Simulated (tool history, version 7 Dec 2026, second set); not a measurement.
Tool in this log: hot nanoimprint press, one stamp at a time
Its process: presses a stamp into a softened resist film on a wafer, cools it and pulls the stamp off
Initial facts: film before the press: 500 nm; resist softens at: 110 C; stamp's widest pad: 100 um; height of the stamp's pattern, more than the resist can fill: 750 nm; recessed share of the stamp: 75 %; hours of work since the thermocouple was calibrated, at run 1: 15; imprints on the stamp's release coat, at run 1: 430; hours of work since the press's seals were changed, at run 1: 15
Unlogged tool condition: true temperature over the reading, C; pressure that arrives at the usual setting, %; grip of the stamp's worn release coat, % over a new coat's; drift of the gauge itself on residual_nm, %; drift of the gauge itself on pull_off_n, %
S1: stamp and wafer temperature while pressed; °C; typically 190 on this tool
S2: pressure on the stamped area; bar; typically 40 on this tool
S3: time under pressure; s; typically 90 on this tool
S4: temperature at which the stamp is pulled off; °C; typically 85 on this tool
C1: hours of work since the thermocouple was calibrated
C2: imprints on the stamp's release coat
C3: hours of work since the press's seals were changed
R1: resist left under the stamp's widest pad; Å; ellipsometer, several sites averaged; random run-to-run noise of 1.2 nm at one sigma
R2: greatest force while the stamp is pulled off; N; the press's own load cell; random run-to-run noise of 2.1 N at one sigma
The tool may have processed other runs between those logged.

run   hour   S1    S2   S3  S4   C1   C2   C3    R1   R2
  1      0  190    40   90  85   15  430   15  1837  101
  2   14.6  190    40   90  85   26  475   26  1840  104
  3   22.2  190    40   90  85   32  498   32  1854  101
  4   33.6  190  26.8   90  85   40  533   40  2235   99
  5   43.5  190    40   89  85   47  563   47  1857  103
  6   52.1  190    40  136  85   54  589   54  1568  105
  7   58.9  190  27.2   90  85   59  610   59  2236  102
  8   67.1  190    40   90  85   65  635   65  1873  105
  9   78.8  190    40   90  85   74  671   74  1869  104
 10   86.1  190    40   90  85   79  693   79  1851  101
 11     93  190    40   90  80   84  715   84  1879  108
 12  102.6  190    40   90  80   91  744   91  1874  110
 13  116.6  190    40   90  71  102  787  102  1884  125
 14  131.6  190    40   90  88  113  833  113  1866  102
 15  144.9  190  48.1   90  85  123  873  123  1727  107
 16  153.4  190  48.1   90  85  129  899  129  1702  108
 17    161  184  48.1   90  85  135  922  135  2181  107
 18  173.9  197  59.2  157  76  144  962  144   931  117

Run 19 comes next. What will it give?
     178.2  -- plate thermocouple calibrated
 19  184.6  197  59.2  157  76   5  985  150   ?   ?

{"run 19": {"R1": 957, "R2": 117}}
On a tool with no hidden condition, and with the same random variation, this run would have come out at R1 913 Å, R2 103 N.
